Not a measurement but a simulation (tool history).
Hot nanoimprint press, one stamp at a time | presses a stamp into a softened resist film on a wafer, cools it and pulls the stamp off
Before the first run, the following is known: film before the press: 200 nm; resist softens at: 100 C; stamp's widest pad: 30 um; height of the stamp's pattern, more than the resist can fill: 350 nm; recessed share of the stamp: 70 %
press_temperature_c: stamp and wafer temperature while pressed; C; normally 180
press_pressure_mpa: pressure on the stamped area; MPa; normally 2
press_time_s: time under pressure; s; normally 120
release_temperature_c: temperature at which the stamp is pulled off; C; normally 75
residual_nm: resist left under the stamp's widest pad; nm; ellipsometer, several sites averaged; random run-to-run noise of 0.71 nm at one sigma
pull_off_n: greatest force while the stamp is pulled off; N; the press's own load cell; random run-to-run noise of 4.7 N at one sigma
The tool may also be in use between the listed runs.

run	hour	press_temperature_c	press_pressure_mpa	press_time_s	release_temperature_c	residual_nm	pull_off_n
1	0	180	2	120	75	93.6	233
2	8.1	180	2	120	75	94.9	221
3	17.1	180	2	120	75	96.2	237
4	23.3	180	2	120	75	93.6	233
5	29	180	2	120	75	94.4	227
6	37.5	180	2	120	75	94.7	223
7	44	180	2	120	67	94.3	265
8	47.8	180	2	185	75	80.3	226
9	55.9	180	2	232	75	73.1	227
10	64.4	180	2	112	75	97.4	233
11	69.2	180	2	112	75	96.8	230
12	73.5	180	2	112	75	99.2	226
13	82.2	180	2	112	75	97.4	237
14	86.2	180	2	112	75	96.8	233
15	90	180	2	112	82	97.3	206
# hour 97.2: plate thermocouple calibrated
16	100.2	177	2	120	82	107.7	203
17	106.8	177	2	120	82	109.5	200
18	114.9	180	2	120	80	95.5	208
19	123.2	185	2	120	68	74.7	260
20	130.2	187	2.55	217	63	46.5	283
21	137.8	187	2.55	217	63	45	279
22	144.2	185	1.94	120	75	74.7	232
23	151.3	185	1.94	120	75	75.2	247
24	155.5	180	2.58	231	80	64.3	213
25	163.7	180	1.34	85	75	124.1	228
26	169	180	1.34	85	75	123.3	233
27	177.8	180	1.34	85	75	122.3	225

What if the next run were any one of these 3? Each begins from the tool's condition after run 27:
A	184.3	188	1.8	65	75	?	?
B	184.3	172	3.12	240	75	?	?
C	184.3	180	2.61	166	75	?	?

run	residual_nm	pull_off_n
A	86.6	225
B	91.4	233
C	73.8	234
Stripped of hidden state, with their random variation kept, the same runs would have yielded:
run	residual_nm	pull_off_n
A	86.5	223
B	91.3	231
C	73.7	231
